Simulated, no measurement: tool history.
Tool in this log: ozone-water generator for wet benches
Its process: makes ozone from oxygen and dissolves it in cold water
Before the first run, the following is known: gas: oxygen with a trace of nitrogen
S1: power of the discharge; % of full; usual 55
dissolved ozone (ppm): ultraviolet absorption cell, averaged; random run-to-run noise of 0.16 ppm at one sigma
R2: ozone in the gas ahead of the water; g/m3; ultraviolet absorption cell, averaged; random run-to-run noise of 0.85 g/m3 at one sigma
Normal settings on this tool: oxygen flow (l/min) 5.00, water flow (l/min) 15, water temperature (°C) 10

run 1 hour=0.0 | S1=55 oxygen_flow_(l/min)=5.00 water_flow_(l/min)=15 water_temperature_(°C)=10 | dissolved_ozone_(ppm)=20.0 R2=133.1
run 2 hour=28.3 | S1=55 oxygen_flow_(l/min)=5.00 water_flow_(l/min)=15 water_temperature_(°C)=10 | dissolved_ozone_(ppm)=20.0 R2=133.6
run 3 hour=50.2 | S1=55 oxygen_flow_(l/min)=5.00 water_flow_(l/min)=10 water_temperature_(°C)=10 | dissolved_ozone_(ppm)=26.2 R2=132.6
run 4 hour=85.3 | S1=55 oxygen_flow_(l/min)=5.00 water_flow_(l/min)=15 water_temperature_(°C)=8 | dissolved_ozone_(ppm)=20.5 R2=131.5
run 5 hour=109.0 | S1=55 oxygen_flow_(l/min)=5.00 water_flow_(l/min)=15 water_temperature_(°C)=8 | dissolved_ozone_(ppm)=20.7 R2=131.3
run 6 hour=133.0 | S1=55 oxygen_flow_(l/min)=5.00 water_flow_(l/min)=15 water_temperature_(°C)=17 | dissolved_ozone_(ppm)=17.8 R2=132.6
run 7 hour=159.1 | S1=55 oxygen_flow_(l/min)=5.00 water_flow_(l/min)=15 water_temperature_(°C)=10 | dissolved_ozone_(ppm)=19.9 R2=130.2
-- hour=165.6 contactor cleaned
run 8 hour=211.5 | S1=55 oxygen_flow_(l/min)=5.00 water_flow_(l/min)=15 water_temperature_(°C)=10 | dissolved_ozone_(ppm)=19.5 R2=131.3
run 9 hour=255.8 | S1=55 oxygen_flow_(l/min)=5.00 water_flow_(l/min)=15 water_temperature_(°C)=10 | dissolved_ozone_(ppm)=19.8 R2=132.2
run 10 hour=281.6 | S1=55 oxygen_flow_(l/min)=5.00 water_flow_(l/min)=15 water_temperature_(°C)=10 | dissolved_ozone_(ppm)=19.7 R2=130.4
run 11 hour=304.9 | S1=55 oxygen_flow_(l/min)=5.00 water_flow_(l/min)=15 water_temperature_(°C)=10 | dissolved_ozone_(ppm)=19.6 R2=129.6
run 12 hour=351.3 | S1=55 oxygen_flow_(l/min)=5.00 water_flow_(l/min)=15 water_temperature_(°C)=10 | dissolved_ozone_(ppm)=19.4 R2=130.1
run 13 hour=398.1 | S1=55 oxygen_flow_(l/min)=5.00 water_flow_(l/min)=15 water_temperature_(°C)=11 | dissolved_ozone_(ppm)=19.4 R2=130.7
-- hour=412.5 contactor cleaned, once more
run 14 hour=442.5 | S1=55 oxygen_flow_(l/min)=4.35 water_flow_(l/min)=11 water_temperature_(°C)=10 | dissolved_ozone_(ppm)=24.7 R2=140.9
run 15 hour=482.7 | S1=55 oxygen_flow_(l/min)=4.35 water_flow_(l/min)=11 water_temperature_(°C)=10 | dissolved_ozone_(ppm)=25.1 R2=142.7
run 16 hour=509.0 | S1=45 oxygen_flow_(l/min)=5.40 water_flow_(l/min)=15 water_temperature_(°C)=16 | dissolved_ozone_(ppm)=16.5 R2=112.7
run 17 hour=556.8 | S1=89 oxygen_flow_(l/min)=5.32 water_flow_(l/min)=15 water_temperature_(°C)=5 | dissolved_ozone_(ppm)=28.1 R2=166.4
run 18 hour=587.3 | S1=55 oxygen_flow_(l/min)=5.00 water_flow_(l/min)=9 water_temperature_(°C)=10 | dissolved_ozone_(ppm)=27.9 R2=130.6
run 19 hour=615.4 | S1=67 oxygen_flow_(l/min)=2.54 water_flow_(l/min)=15 water_temperature_(°C)=10 | dissolved_ozone_(ppm)=21.1 R2=208.8
run 20 hour=657.7 | S1=67 oxygen_flow_(l/min)=2.54 water_flow_(l/min)=15 water_temperature_(°C)=10 | dissolved_ozone_(ppm)=20.8 R2=208.5
run 21 hour=698.6 | S1=55 oxygen_flow_(l/min)=8.69 water_flow_(l/min)=15 water_temperature_(°C)=11 | dissolved_ozone_(ppm)=18.9 R2=97.1
run 22 hour=726.6 | S1=67 oxygen_flow_(l/min)=4.45 water_flow_(l/min)=23 water_temperature_(°C)=9 | dissolved_ozone_(ppm)=16.0 R2=154.1
run 23 hour=766.6 | S1=67 oxygen_flow_(l/min)=4.45 water_flow_(l/min)=23 water_temperature_(°C)=9 | dissolved_ozone_(ppm)=15.9 R2=155.0
run 24 hour=810.2 | S1=67 oxygen_flow_(l/min)=4.45 water_flow_(l/min)=23 water_temperature_(°C)=9 | dissolved_ozone_(ppm)=16.1 R2=154.2
run 25 hour=852.0 | S1=49 oxygen_flow_(l/min)=5.00 water_flow_(l/min)=15 water_temperature_(°C)=11 | dissolved_ozone_(ppm)=18.4 R2=121.2

Some steps in dissolved ozone (ppm), run to run, broken into two amounts with sign: the step expected even without the hidden condition (settings, incoming material, random variation), and the rest, left for the hidden condition together with whatever gauge scatter is not in both the measured and the hidden-condition-free result:
The tool's hidden condition here consists of: yield of the discharge, % of new electrodes'; contactor's efficiency, % of a clean one's; true water temperature over the reading, C; drift of the gauge itself on ozone_ppm, %; drift of the gauge itself on gas_g_m3, %.
Run 15 -> 16: S1 55 -> 45, oxygen flow (l/min) 4.35 -> 5.40, water flow (l/min) 11 -> 15, water temperature (°C) 10 -> 16. dissolved ozone (ppm) -8.6: hidden state +0.6, all else -9.2.
Run 16 -> 17: S1 45 -> 89, oxygen flow (l/min) 5.40 -> 5.32, water temperature (°C) 16 -> 5. dissolved ozone (ppm) +11.6: hidden state -1.2, all else +12.8.

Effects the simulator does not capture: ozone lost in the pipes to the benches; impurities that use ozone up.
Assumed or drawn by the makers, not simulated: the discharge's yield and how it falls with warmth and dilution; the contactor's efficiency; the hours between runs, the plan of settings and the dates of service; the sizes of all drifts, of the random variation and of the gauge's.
